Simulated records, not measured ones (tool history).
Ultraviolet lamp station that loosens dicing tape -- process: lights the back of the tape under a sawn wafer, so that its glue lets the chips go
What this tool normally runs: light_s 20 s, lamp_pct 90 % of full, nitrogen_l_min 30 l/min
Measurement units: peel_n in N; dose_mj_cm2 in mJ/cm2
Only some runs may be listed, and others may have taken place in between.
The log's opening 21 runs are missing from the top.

run 22 hour=303.0 | light_s=20 lamp_pct=67 nitrogen_l_min=30 | peel_n=2.127 dose_mj_cm2=358
run 23 hour=318.9 | light_s=20 lamp_pct=67 nitrogen_l_min=30 | peel_n=2.202 dose_mj_cm2=359
-- hour=324.0 lamp changed
run 24 hour=329.5 | light_s=20 lamp_pct=67 nitrogen_l_min=30 | peel_n=1.374 dose_mj_cm2=486
run 25 hour=347.7 | light_s=20 lamp_pct=67 nitrogen_l_min=30 | peel_n=1.417 dose_mj_cm2=481
run 26 hour=360.2 | light_s=21 lamp_pct=67 nitrogen_l_min=38 | peel_n=1.165 dose_mj_cm2=503
run 27 hour=375.3 | light_s=26 lamp_pct=90 nitrogen_l_min=30 | peel_n=0.389 dose_mj_cm2=830
run 28 hour=390.0 | light_s=26 lamp_pct=90 nitrogen_l_min=30 | peel_n=0.405 dose_mj_cm2=821
run 29 hour=409.5 | light_s=12 lamp_pct=91 nitrogen_l_min=17 | peel_n=2.445 dose_mj_cm2=383
run 30 hour=417.9 | light_s=35 lamp_pct=96 nitrogen_l_min=28 | peel_n=0.160 dose_mj_cm2=1168
run 31 hour=431.5 | light_s=27 lamp_pct=96 nitrogen_l_min=28 | peel_n=0.337 dose_mj_cm2=886
run 32 hour=445.5 | light_s=27 lamp_pct=96 nitrogen_l_min=28 | peel_n=0.350 dose_mj_cm2=890
run 33 hour=453.6 | light_s=27 lamp_pct=96 nitrogen_l_min=28 | peel_n=0.356 dose_mj_cm2=885
run 34 hour=464.1 | light_s=33 lamp_pct=99 nitrogen_l_min=15 | peel_n=0.303 dose_mj_cm2=1122
run 35 hour=476.3 | light_s=33 lamp_pct=99 nitrogen_l_min=15 | peel_n=0.309 dose_mj_cm2=1110
run 36 hour=485.6 | light_s=33 lamp_pct=91 nitrogen_l_min=28 | peel_n=0.239 dose_mj_cm2=1004
run 37 hour=494.6 | light_s=16 lamp_pct=79 nitrogen_l_min=47 | peel_n=1.386 dose_mj_cm2=422
run 38 hour=502.6 | light_s=38 lamp_pct=85 nitrogen_l_min=47 | peel_n=0.132 dose_mj_cm2=1088
run 39 hour=517.0 | light_s=26 lamp_pct=83 nitrogen_l_min=12 | peel_n=1.038 dose_mj_cm2=713
run 40 hour=532.8 | light_s=34 lamp_pct=98 nitrogen_l_min=9 | peel_n=0.489 dose_mj_cm2=1106
run 41 hour=542.8 | light_s=22 lamp_pct=63 nitrogen_l_min=25 | peel_n=1.498 dose_mj_cm2=458
run 42 hour=560.1 | light_s=10 lamp_pct=80 nitrogen_l_min=25 | peel_n=3.205 dose_mj_cm2=264
run 43 hour=577.8 | light_s=10 lamp_pct=80 nitrogen_l_min=25 | peel_n=3.262 dose_mj_cm2=258
run 44 hour=596.2 | light_s=21 lamp_pct=94 nitrogen_l_min=37 | peel_n=0.729 dose_mj_cm2=628

Predict each of these 3 candidate next runs independently; none follows another, all start after run 44:
run A hour=614.1 | light_s=28 lamp_pct=62 nitrogen_l_min=23 | peel_n=? dose_mj_cm2=?
run B hour=614.1 | light_s=19 lamp_pct=90 nitrogen_l_min=49 | peel_n=? dose_mj_cm2=?
run C hour=614.1 | light_s=35 lamp_pct=82 nitrogen_l_min=23 | peel_n=? dose_mj_cm2=?

run=A peel_n=1.222 dose_mj_cm2=547
run=B peel_n=0.846 dose_mj_cm2=541
run=C peel_n=0.374 dose_mj_cm2=909
What these runs would have given with no unlogged condition in the tool:
run=A peel_n=0.891 dose_mj_cm2=640
run=B peel_n=0.587 dose_mj_cm2=633
run=C peel_n=0.237 dose_mj_cm2=1063
